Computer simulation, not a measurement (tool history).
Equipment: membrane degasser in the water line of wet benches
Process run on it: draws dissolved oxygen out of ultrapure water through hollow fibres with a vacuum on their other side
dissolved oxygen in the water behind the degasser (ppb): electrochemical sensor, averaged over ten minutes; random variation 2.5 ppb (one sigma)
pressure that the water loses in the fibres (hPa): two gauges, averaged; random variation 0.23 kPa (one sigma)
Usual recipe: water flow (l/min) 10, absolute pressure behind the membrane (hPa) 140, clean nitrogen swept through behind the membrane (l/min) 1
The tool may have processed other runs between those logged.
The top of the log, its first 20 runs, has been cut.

run,hour,water flow (l/min),absolute pressure behind the membrane (hPa),clean nitrogen swept through behind the membrane (l/min),dissolved oxygen in the water behind the degasser (ppb),pressure that the water loses in the fibres (hPa)
21,3632.3,7,128,1,161.1,420.5
# hour 3844: gauge calibrated
22,3892.9,7,128,1,160.4,411.1
23,4042.7,15,128,1,326.7,881.4
24,4209,9,89,2.7,47.4,530.4
25,4369.6,9,89,2.7,47.8,527.6
26,4591.8,11,225,2.95,175.1,647.5
27,4724.1,12,140,1,296,709.5
28,4835.1,12,163,2.56,152.5,708.1
29,5045,12,163,2.56,150.6,711.7
30,5283.3,12,163,1.03,345.3,706.5
31,5486.5,10,174,1,327.2,595.8
32,5736,10,98,2.6,64.5,592.1

Branching from run 32: 3 alternative next runs. What would each branch give?
A,5975.2,10,91,1,?,?
B,5975.2,11,347,2.6,?,?
C,5975.2,9,140,1,?,?

run,dissolved oxygen in the water behind the degasser (ppb),pressure that the water loses in the fibres (hPa)
A,139.8,589.6
B,318.2,656.9
C,224.1,533.2
Without the tool's hidden state the same runs would have given:
run,dissolved oxygen in the water behind the degasser (ppb),pressure that the water loses in the fibres (hPa)
A,139.4,580.1
B,317.8,646.5
C,223.6,524.7
